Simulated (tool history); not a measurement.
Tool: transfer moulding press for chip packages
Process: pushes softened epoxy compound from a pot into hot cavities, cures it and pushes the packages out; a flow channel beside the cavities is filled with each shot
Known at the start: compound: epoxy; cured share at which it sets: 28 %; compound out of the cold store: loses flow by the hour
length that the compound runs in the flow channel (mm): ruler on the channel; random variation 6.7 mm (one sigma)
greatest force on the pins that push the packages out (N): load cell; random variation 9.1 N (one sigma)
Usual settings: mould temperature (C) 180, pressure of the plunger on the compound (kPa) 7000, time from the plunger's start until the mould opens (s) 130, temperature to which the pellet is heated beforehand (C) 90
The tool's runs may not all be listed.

run,hour,mould temperature (C),pressure of the plunger on the compound (kPa),time from the plunger's start until the mould opens (s),temperature to which the pellet is heated beforehand (C),incoming compound's hours out of the cold store,length that the compound runs in the flow channel (mm),greatest force on the pins that push the packages out (N)
1,0,180,7000,130,90,41,770,398
2,21.4,180,7000,130,86,22.7,848,419
# hour 32.7: cavities cleaned with cleaning compound and waxed
3,45.4,180,7000,130,86,16.8,880,417
4,64.1,180,7000,130,86,31.3,802,410
# hour 84.8: cavities cleaned with cleaning compound and waxed
5,89.4,180,7000,130,86,44.3,745,403
6,106.2,180,7000,130,90,15.2,889,415
7,132,180,7000,130,90,19.7,858,410
# hour 135.5: cavities cleaned with cleaning compound and waxed
8,161.3,180,7000,130,90,28.8,829,416
9,178.3,180,7000,130,84,11.9,896,434
# hour 186.2: cavities cleaned with cleaning compound and waxed
10,198.4,180,7000,130,83,17.5,870,415
11,219.1,180,7000,130,83,46.8,734,430
# hour 238: cavities cleaned with cleaning compound and waxed
12,250.6,180,7000,130,90,10.5,902,412
13,266.4,180,7000,130,90,47.4,746,408
# hour 275.7: plunger's sealing rings changed
14,286.1,180,7000,165,90,42.2,765,347
# hour 292: cavities cleaned with cleaning compound and waxed
15,315.6,179,7740,130,81,25.4,875,421
16,340.2,184,6940,155,93,47.3,737,360
# hour 344: cavities cleaned with cleaning compound and waxed
17,365.8,184,6940,155,93,35,765,357
# hour 395.2: cavities cleaned with cleaning compound and waxed
18,395.8,184,6940,155,93,45,746,353
19,421.6,187,7910,130,95,13.6,938,369
# hour 446.3: cavities cleaned with cleaning compound and waxed
20,448,187,7910,130,95,39,799,371
21,465.4,183,8180,130,88,31.2,862,379
22,485.9,180,6240,153,96,24.5,783,380
# hour 497.5: cavities cleaned with cleaning compound and waxed
23,516.6,180,6240,153,96,11.5,859,367
24,542.2,180,7000,130,84,18.4,857,426
# hour 548.1: cavities cleaned with cleaning compound and waxed
25,557.4,179,5960,116,93,34,735,489
26,585.3,179,5960,116,93,47.9,688,486
# hour 599.8: cavities cleaned with cleaning compound and waxed
27,609.5,180,5340,130,96,26.8,730,418

3 ways to go on from here, each from the tool as it stands after run 27. What would each give?
A,639.4,180,5340,130,81,40,?,?
B,639.4,175,5340,134,94,22.2,?,?
C,639.4,180,5540,130,90,22.2,?,?

run,length that the compound runs in the flow channel (mm),greatest force on the pins that push the packages out (N)
A,678,402
B,765,495
C,767,403
Without the tool's hidden state the same runs would have given:
run,length that the compound runs in the flow channel (mm),greatest force on the pins that push the packages out (N)
A,678,399
B,766,492
C,767,400
